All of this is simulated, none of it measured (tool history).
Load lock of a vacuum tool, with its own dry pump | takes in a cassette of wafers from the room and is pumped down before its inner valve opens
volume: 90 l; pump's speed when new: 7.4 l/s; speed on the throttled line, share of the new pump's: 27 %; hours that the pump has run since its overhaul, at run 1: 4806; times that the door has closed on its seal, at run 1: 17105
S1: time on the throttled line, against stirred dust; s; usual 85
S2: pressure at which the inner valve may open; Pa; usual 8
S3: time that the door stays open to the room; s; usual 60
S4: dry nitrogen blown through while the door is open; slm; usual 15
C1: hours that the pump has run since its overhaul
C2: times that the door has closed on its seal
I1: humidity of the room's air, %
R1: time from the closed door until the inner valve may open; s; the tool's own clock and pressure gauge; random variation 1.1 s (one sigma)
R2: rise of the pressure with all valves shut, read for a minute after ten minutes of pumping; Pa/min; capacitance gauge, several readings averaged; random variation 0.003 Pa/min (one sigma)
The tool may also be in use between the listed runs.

{"run": 1, "day": 0.0, "S1": 85, "S2": 8, "S3": 60, "S4": 15, "C1": 4806, "C2": 17105, "I1": 44.1, "R1": 192.6, "R2": 0.228}
{"run": 2, "day": 18.792, "S1": 85, "S2": 8, "S3": 60, "S4": 15, "C1": 5257, "C2": 18040, "I1": 44.5, "R1": 193.5, "R2": 0.241}
{"run": 3, "day": 38.875, "S1": 85, "S2": 8, "S3": 60, "S4": 15, "C1": 5739, "C2": 19040, "I1": 44.0, "R1": 193.2, "R2": 0.249}
{"run": 4, "day": 60.671, "S1": 85, "S2": 8, "S3": 60, "S4": 15, "C1": 6262, "C2": 20125, "I1": 48.1, "R1": 197.2, "R2": 0.279}
{"run": 5, "day": 79.708, "S1": 85, "S2": 8, "S3": 60, "S4": 15, "C1": 6719, "C2": 21072, "I1": 43.9, "R1": 198.3, "R2": 0.289}
{"run": 6, "day": 90.379, "S1": 85, "S2": 8, "S3": 60, "S4": 15, "C1": 6975, "C2": 21603, "I1": 47.1, "R1": 199.8, "R2": 0.3}
{"run": 7, "day": 111.575, "S1": 85, "S2": 8, "S3": 60, "S4": 15, "C1": 7484, "C2": 22658, "I1": 41.5, "R1": 200.0, "R2": 0.312}
{"run": 8, "day": 125.292, "S1": 85, "S2": 8, "S3": 60, "S4": 14, "C1": 7813, "C2": 23341, "I1": 43.6, "R1": 204.8, "R2": 0.327}
{"run": 9, "day": 148.662, "S1": 85, "S2": 8, "S3": 60, "S4": 14, "C1": 8374, "C2": 24504, "I1": 46.2, "R1": 204.5, "R2": 0.353}
{"run": 10, "day": 167.354, "S1": 85, "S2": 8, "S3": 60, "S4": 14, "C1": 8822, "C2": 25434, "I1": 43.1, "R1": 209.0, "R2": 0.371}
{"run": 11, "day": 187.0, "S1": 85, "S2": 8, "S3": 60, "S4": 8, "C1": 9294, "C2": 26412, "I1": 47.8, "R1": 210.2, "R2": 0.395}
{"run": 12, "day": 211.225, "S1": 64, "S2": 8, "S3": 82, "S4": 15, "C1": 9875, "C2": 27618, "I1": 44.8, "R1": 195.8, "R2": 0.406}
{"day": 222.079, "done": "dry pump taken out, an overhauled one fitted"}
{"run": 13, "day": 222.162, "S1": 64, "S2": 13, "S3": 28, "S4": 15, "C1": 2, "C2": 28150, "I1": 41.0, "R1": 158.1, "R2": 0.387}
{"run": 14, "day": 238.221, "S1": 85, "S2": 8, "S3": 60, "S4": 15, "C1": 387, "C2": 28949, "I1": 48.0, "R1": 178.8, "R2": 0.425}
{"run": 15, "day": 262.054, "S1": 71, "S2": 8, "S3": 27, "S4": 15, "C1": 959, "C2": 30135, "I1": 44.6, "R1": 170.6, "R2": 0.437}
{"run": 16, "day": 285.488, "S1": 71, "S2": 12, "S3": 27, "S4": 13, "C1": 1522, "C2": 31301, "I1": 49.0, "R1": 166.4, "R2": 0.465}
{"run": 17, "day": 304.583, "S1": 71, "S2": 12, "S3": 27, "S4": 14, "C1": 1980, "C2": 32252, "I1": 42.9, "R1": 166.8, "R2": 0.478}
{"run": 18, "day": 322.883, "S1": 71, "S2": 6, "S3": 95, "S4": 14, "C1": 2419, "C2": 33162, "I1": 46.7, "R1": 177.3, "R2": 0.524}
{"run": 19, "day": 345.533, "S1": 115, "S2": 6, "S3": 95, "S4": 44, "C1": 2963, "C2": 34290, "I1": 44.4, "R1": 210.1, "R2": 0.538}
{"day": 352.333, "done": "door's seal changed, seat wiped"}
{"run": 20, "day": 367.954, "S1": 78, "S2": 9, "S3": 48, "S4": 16, "C1": 3499, "C2": 778, "I1": 47.3, "R1": 178.7, "R2": 0.045}
{"run": 21, "day": 384.45, "S1": 78, "S2": 9, "S3": 48, "S4": 16, "C1": 3895, "C2": 1599, "I1": 45.4, "R1": 178.8, "R2": 0.045}

Hidden state at the last listed run before each entry between runs and at the first one after, where it differs:
Between runs 12 and 13: dry pump taken out, an overhauled one fitted (day 222.079)
  pump's speed, % of a new pump's: 74.6 -> 100.4; leak at the door's seal, Pa l/s: 0.5405 -> 0.5525
  measured less the result without the state, R1: +34.1 -> -0.4 s; R2: +0.360 -> +0.359 Pa/min
Between runs 19 and 20: door's seal changed, seat wiped (day 352.333)
  pump's speed, % of a new pump's: 93.8 -> 92.5; leak at the door's seal, Pa l/s: 0.7511 -> 0.0061
  measured less the result without the state, R1: +6.2 -> +7.8 s; R2: +0.504 -> +0.003 Pa/min
